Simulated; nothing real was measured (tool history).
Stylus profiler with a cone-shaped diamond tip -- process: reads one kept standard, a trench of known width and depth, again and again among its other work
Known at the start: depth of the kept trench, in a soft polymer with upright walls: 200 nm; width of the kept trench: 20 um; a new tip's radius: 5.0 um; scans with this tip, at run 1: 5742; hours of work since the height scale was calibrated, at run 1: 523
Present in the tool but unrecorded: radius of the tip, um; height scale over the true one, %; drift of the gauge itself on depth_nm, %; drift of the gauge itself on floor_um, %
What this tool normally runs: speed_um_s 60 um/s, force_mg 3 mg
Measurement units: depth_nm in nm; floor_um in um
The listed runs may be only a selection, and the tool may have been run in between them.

run	hour	speed_um_s	force_mg	scans with this tip	hours of work since the height scale was calibrated	depth_nm	floor_um
1	0	60	3	5742	523	201.53	16.91
2	36.7	60	3	5953	543	201.55	16.8
3	89.6	60	3	6259	571	201.49	16.78
4	127.8	60	3	6480	591	201.34	16.8
5	166.9	60	3	6706	611	201.43	16.83
# hour 170.8: height scale calibrated on a step standard
6	201.8	60	3	6904	16	201.35	16.78
7	267.5	60	3	7284	51	201.35	16.8
8	295	60	2.36	7443	65	201.02	16.73
9	357.6	60	3	7804	98	201.29	16.72
10	417.1	60	3	8148	130	201.26	16.74
# hour 456: height scale calibrated on a step standard, once more
11	485.1	56	1.04	8538	15	200.9	16.63
12	543.9	194	3	8878	46	201.76	16.38
13	604.7	22	2.03	9229	78	201.44	16.79
14	655.9	32	8.16	9525	105	203.54	16.81
15	697.8	125	2.33	9767	127	201.49	16.47
16	736.5	36	3.42	9990	148	201.98	16.71
17	795.8	36	3.42	10333	179	201.9	16.73

Here are 5 independent what-if runs from the current tool condition. What would each one return?
A	838.5	60	1.86	10579	201	?	?
B	838.5	36	8.64	10579	201	?	?
C	838.5	36	3.54	10579	201	?	?
D	838.5	60	4.9	10579	201	?	?
E	838.5	60	3.33	10579	201	?	?

run	depth_nm	floor_um
A	201.24	16.63
B	203.59	16.74
C	201.95	16.67
D	202.49	16.64
E	201.88	16.66
The same runs, with their run-to-run variation unchanged, on a tool lacking any hidden condition would have given:
run	depth_nm	floor_um
A	201.24	17.04
B	203.59	17.16
C	201.96	17.08
D	202.49	17.06
E	201.89	17.07
